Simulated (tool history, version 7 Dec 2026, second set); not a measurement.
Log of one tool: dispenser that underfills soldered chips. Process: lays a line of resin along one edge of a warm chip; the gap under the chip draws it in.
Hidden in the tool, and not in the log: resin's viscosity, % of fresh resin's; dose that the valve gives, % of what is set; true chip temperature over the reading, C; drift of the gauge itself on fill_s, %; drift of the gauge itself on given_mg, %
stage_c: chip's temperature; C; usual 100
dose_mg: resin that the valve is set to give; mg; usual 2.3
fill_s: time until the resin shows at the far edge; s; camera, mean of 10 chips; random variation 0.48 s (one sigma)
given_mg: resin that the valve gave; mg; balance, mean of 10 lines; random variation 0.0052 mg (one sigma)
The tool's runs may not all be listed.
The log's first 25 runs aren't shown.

run,day,stage_c,dose_mg,hours of work since the syringe was changed,hours of work since the valve was cleaned,hours of work since the stage was calibrated,fill_s,given_mg
26,7.012,94,2.09,7,43,207,65.1,2.061
# day 7.05: new syringe of resin
27,7.208,93,2.93,3,46,210,57.6,2.884
# day 7.508: new syringe of resin
28,7.608,85,2.29,2,52,216,86.1,2.245
29,7.929,93,2.06,7,58,221,72,2.012
# day 7.962: new syringe of resin
30,8.212,93,2.06,4,62,226,63.7,2.018
# day 8.421: new syringe of resin
31,8.604,93,2.06,3,68,232,62.8,2.011
# day 8.867: new syringe of resin
32,8.892,101,2.33,0,73,236,37.3,2.273
33,9.062,101,2.92,3,75,239,41.1,2.842
34,9.225,102,2.62,6,78,242,42,2.54

3 ways to go on from here, each from the tool as it stands after run 34. What would each give?
# day 9.312: new syringe of resin
A,9.517,104,2.77,3,83,246,?,?
# day 9.312: new syringe of resin
B,9.517,102,2.1,3,83,246,?,?
# day 9.312: new syringe of resin
C,9.517,91,2.98,3,83,246,?,?

run,fill_s,given_mg
A,35.8,2.695
B,41.6,2.04
C,66.9,2.895
Without the tool's hidden state the same runs would have given:
run,fill_s,given_mg
A,30.5,2.78
B,35.3,2.105
C,56.9,2.986

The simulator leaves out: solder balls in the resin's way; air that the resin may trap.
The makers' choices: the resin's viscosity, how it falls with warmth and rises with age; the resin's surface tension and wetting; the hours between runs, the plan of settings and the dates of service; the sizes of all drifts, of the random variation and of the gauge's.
